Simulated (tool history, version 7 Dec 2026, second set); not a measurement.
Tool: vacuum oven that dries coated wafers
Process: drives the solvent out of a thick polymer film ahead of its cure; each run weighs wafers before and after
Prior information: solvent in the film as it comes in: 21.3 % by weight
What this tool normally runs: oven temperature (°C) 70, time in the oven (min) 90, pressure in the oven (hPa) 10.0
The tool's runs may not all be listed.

Run 1, day 0.000: usual settings. Result: solvent left in the film (%) 4.50.
Run 2, day 1.192: usual settings. Result: solvent left in the film (%) 4.50.
Run 3, day 2.175: usual settings. Result: solvent left in the film (%) 4.67.
Run 4, day 3.900: usual settings but oven temperature (°C) 65. Result: solvent left in the film (%) 5.92.
Run 5, day 4.792: usual settings. Result: solvent left in the film (%) 4.58.
Run 6, day 5.858: usual settings but time in the oven (min) 152. Result: solvent left in the film (%) 2.18.
Run 7, day 6.867: usual settings but time in the oven (min) 144. Result: solvent left in the film (%) 2.29.
Run 8, day 8.600: usual settings but time in the oven (min) 144. Result: solvent left in the film (%) 2.34.
Run 9, day 9.700: usual settings but time in the oven (min) 63. Result: solvent left in the film (%) 6.55.
Run 10, day 11.200: usual settings but pressure in the oven (hPa) 16.7. Result: solvent left in the film (%) 4.97.
Run 11, day 13.004: usual settings but pressure in the oven (hPa) 16.7. Result: solvent left in the film (%) 4.98.
Run 12, day 13.825: usual settings but pressure in the oven (hPa) 16.7. Result: solvent left in the film (%) 4.89.
Run 13, day 15.112: usual settings but pressure in the oven (hPa) 9.8. Result: solvent left in the film (%) 4.56.
Run 14, day 15.892: usual settings but oven temperature (°C) 75, time in the oven (min) 46, pressure in the oven (hPa) 34.6. Result: solvent left in the film (%) 8.01.
Run 15, day 17.633: usual settings but oven temperature (°C) 75, time in the oven (min) 109, pressure in the oven (hPa) 37.0. Result: solvent left in the film (%) 3.72.
Run 16, day 19.375: usual settings but oven temperature (°C) 61, time in the oven (min) 63, pressure in the oven (hPa) 11.6. Result: solvent left in the film (%) 9.38.
Run 17, day 20.975: usual settings but oven temperature (°C) 61, time in the oven (min) 48, pressure in the oven (hPa) 11.6. Result: solvent left in the film (%) 10.78.
Run 18, day 22.283: usual settings but oven temperature (°C) 61, time in the oven (min) 45, pressure in the oven (hPa) 11.6. Result: solvent left in the film (%) 11.21.
Run 19, day 24.183: usual settings but oven temperature (°C) 61, time in the oven (min) 62, pressure in the oven (hPa) 11.6. Result: solvent left in the film (%) 9.72.
Run 20, day 25.733: usual settings but oven temperature (°C) 76. Result: solvent left in the film (%) 3.10.
Run 21, day 27.604: usual settings but oven temperature (°C) 62, time in the oven (min) 86, pressure in the oven (hPa) 6.6. Result: solvent left in the film (%) 7.02.
Run 22, day 28.392: usual settings but oven temperature (°C) 72, time in the oven (min) 139. Result: solvent left in the film (%) 2.05.
Run 23, day 29.979: usual settings but oven temperature (°C) 59, pressure in the oven (hPa) 9.6. Result: solvent left in the film (%) 7.98.
Run 24, day 31.033: usual settings but time in the oven (min) 47. Result: solvent left in the film (%) 8.35.

Alternative continuations, all from the tool just after run 24; predict every row:
Run A, day 32.650: usual settings but oven temperature (°C) 72, time in the oven (min) 47, pressure in the oven (hPa) 30.0. Result: solvent left in the film (%) ?.
Run B, day 32.650: usual settings but time in the oven (min) 47, pressure in the oven (hPa) 25.4. Result: solvent left in the film (%) ?.
Run C, day 32.650: usual settings but oven temperature (°C) 68, time in the oven (min) 151, pressure in the oven (hPa) 8.7. Result: solvent left in the film (%) ?.
Run D, day 32.650: usual settings but time in the oven (min) 81, pressure in the oven (hPa) 19.1. Result: solvent left in the film (%) ?.

run  solvent left in the film (%)
  A                          8.85
  B                          8.95
  C                          2.46
  D                          5.55
The same runs, with their run-to-run variation unchanged, on a tool lacking any hidden condition would have given:
run  solvent left in the film (%)
  A                          8.83
  B                          8.93
  C                          2.45
  D                          5.53
